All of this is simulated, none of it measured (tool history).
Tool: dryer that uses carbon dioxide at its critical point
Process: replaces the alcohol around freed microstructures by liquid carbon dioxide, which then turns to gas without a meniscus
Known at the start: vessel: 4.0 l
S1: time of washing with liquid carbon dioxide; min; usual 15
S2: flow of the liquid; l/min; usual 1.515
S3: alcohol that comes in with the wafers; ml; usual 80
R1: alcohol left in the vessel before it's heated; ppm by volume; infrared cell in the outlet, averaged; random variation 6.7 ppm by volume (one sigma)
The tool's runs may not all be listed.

run 1 hour=0 | S1=15 S2=1.515 S3=80 | R1=348
run 2 hour=6.3 | S1=15 S2=1.515 S3=80 | R1=363
run 3 hour=12.4 | S1=15 S2=2.25 S3=80 | R1=69
run 4 hour=25.6 | S1=15 S2=1.515 S3=80 | R1=372
run 5 hour=36.5 | S1=15 S2=1.515 S3=80 | R1=356
run 6 hour=48.7 | S1=15 S2=1.515 S3=80 | R1=375
run 7 hour=56.7 | S1=15 S2=1.515 S3=80 | R1=379
run 8 hour=69.8 | S1=15 S2=2.28 S3=80 | R1=62
run 9 hour=77.7 | S1=15 S2=1.44 S3=80 | R1=473
run 10 hour=85 | S1=10 S2=2.07 S3=70 | R1=479
run 11 hour=92.2 | S1=17 S2=1.17 S3=80 | R1=604
run 12 hour=101.6 | S1=15 S2=1.515 S3=22 | R1=120
run 13 hour=108.4 | S1=12 S2=1.515 S3=22 | R1=250
run 14 hour=114.7 | S1=15 S2=2.07 S3=33 | R1=56
run 15 hour=123.5 | S1=24 S2=1.2 S3=88 | R1=161
run 16 hour=135.9 | S1=24 S2=1.2 S3=88 | R1=159
run 17 hour=143.5 | S1=13 S2=1.2 S3=88 | R1=1445

Forecast each of these 4 alternatives for the next run:
run A hour=149.7 | S1=15 S2=1.36 S3=94 | R1=?
run B hour=149.7 | S1=13 S2=1.59 S3=88 | R1=?
run C hour=149.7 | S1=15 S2=1.76 S3=66 | R1=?
run D hour=149.7 | S1=22 S2=2.13 S3=37 | R1=?

run=A R1=656
run=B R1=622
run=C R1=184
run=D R1=21
Without the tool's hidden state the same runs would have given:
run=A R1=503
run=B R1=473
run=C R1=125
run=D R1=6

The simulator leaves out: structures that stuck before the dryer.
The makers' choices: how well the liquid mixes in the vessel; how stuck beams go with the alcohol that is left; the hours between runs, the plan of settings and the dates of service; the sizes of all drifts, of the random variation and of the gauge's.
